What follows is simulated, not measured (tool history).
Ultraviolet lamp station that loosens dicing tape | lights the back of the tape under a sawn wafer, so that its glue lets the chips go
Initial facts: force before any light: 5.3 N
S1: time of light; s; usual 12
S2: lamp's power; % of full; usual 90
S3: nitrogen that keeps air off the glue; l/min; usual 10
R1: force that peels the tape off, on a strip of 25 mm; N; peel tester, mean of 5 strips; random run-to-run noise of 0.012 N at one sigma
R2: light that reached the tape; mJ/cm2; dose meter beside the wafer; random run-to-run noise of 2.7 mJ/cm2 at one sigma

run 1 hour=0 | S1=12 S2=90 S3=10 | R1=0.758 R2=309
run 2 hour=14.2 | S1=12 S2=90 S3=4 | R1=1.271 R2=302
run 3 hour=26.5 | S1=16 S2=90 S3=10 | R1=0.466 R2=404
run 4 hour=44.7 | S1=12 S2=90 S3=16 | R1=0.617 R2=296
run 5 hour=70.1 | S1=12 S2=90 S3=16 | R1=0.627 R2=293
run 6 hour=91.7 | S1=12 S2=90 S3=10 | R1=0.788 R2=287

Run 7 comes next. What will it give?
run 7 hour=106.9 | S1=12 S2=90 S3=10 | R1=? R2=?

{"run 7": {"R1": 0.831, "R2": 287}}
Had the tool carried no hidden state, the very same run would have given R1 0.546 N, R2 375 mJ/cm2.

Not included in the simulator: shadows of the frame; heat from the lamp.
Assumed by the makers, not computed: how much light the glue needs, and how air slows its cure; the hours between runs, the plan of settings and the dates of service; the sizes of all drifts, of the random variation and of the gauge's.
